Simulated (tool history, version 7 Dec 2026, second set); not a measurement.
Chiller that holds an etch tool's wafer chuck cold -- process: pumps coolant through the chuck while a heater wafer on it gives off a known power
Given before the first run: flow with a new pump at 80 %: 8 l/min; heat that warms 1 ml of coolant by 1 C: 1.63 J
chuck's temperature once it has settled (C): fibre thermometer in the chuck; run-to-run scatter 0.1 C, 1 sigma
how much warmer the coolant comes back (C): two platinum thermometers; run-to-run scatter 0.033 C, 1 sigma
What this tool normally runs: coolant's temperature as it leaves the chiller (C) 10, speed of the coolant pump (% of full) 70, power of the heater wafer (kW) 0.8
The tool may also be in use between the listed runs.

run,day,coolant's temperature as it leaves the chiller (C),speed of the coolant pump (% of full),power of the heater wafer (kW),chuck's temperature once it has settled (C),how much warmer the coolant comes back (C)
1,0,10,70,0.8,17.2,4.25
2,5.338,10,70,0.8,17.2,4.26
3,10.625,10,66,0.8,17.7,4.59
4,16.379,10,64,0.8,18,4.67
5,20.275,7,70,0.8,14.3,4.35
6,26.038,7,70,0.8,14.3,4.31
7,29.779,11,86,0.8,17.3,3.47
8,39.071,0,88,0.492,4,2.09
9,43.275,0,88,0.492,3.8,2.07
10,48.088,10,86,0.515,14.1,2.26
# day 50.046: chiller's thermometer calibrated
11,55.992,1,61,1.082,11.9,6.79
12,61.067,8,86,0.832,14.7,3.58

Selected run-to-run steps in how much warmer the coolant comes back (C), each split into two signed amounts: the part the tool would show with no hidden state at all (from settings, incoming material and random variation), and the remainder, which goes to the hidden state together with any gauge scatter not common to the measured and the hidden-state-free results:
Unlogged tool condition in this case: heat passed by the chuck's channels, % of clean ones'; flow at a given pump speed, % of a new pump's; coolant's true temperature over the reading, C; drift of the gauge itself on chuck_c, C; drift of the gauge itself on warmer_back_c, C.
Run 2 -> 3: speed of the coolant pump (% of full) 70 -> 66. how much warmer the coolant comes back (C) +0.33: hidden state +0.01, all else +0.32.
Run 10 -> 11: coolant's temperature as it leaves the chiller (C) 10 -> 1, speed of the coolant pump (% of full) 86 -> 61, power of the heater wafer (kW) 0.515 -> 1.082, chiller's thermometer calibrated. how much warmer the coolant comes back (C) +4.53: hidden state +0.01, all else +4.52.
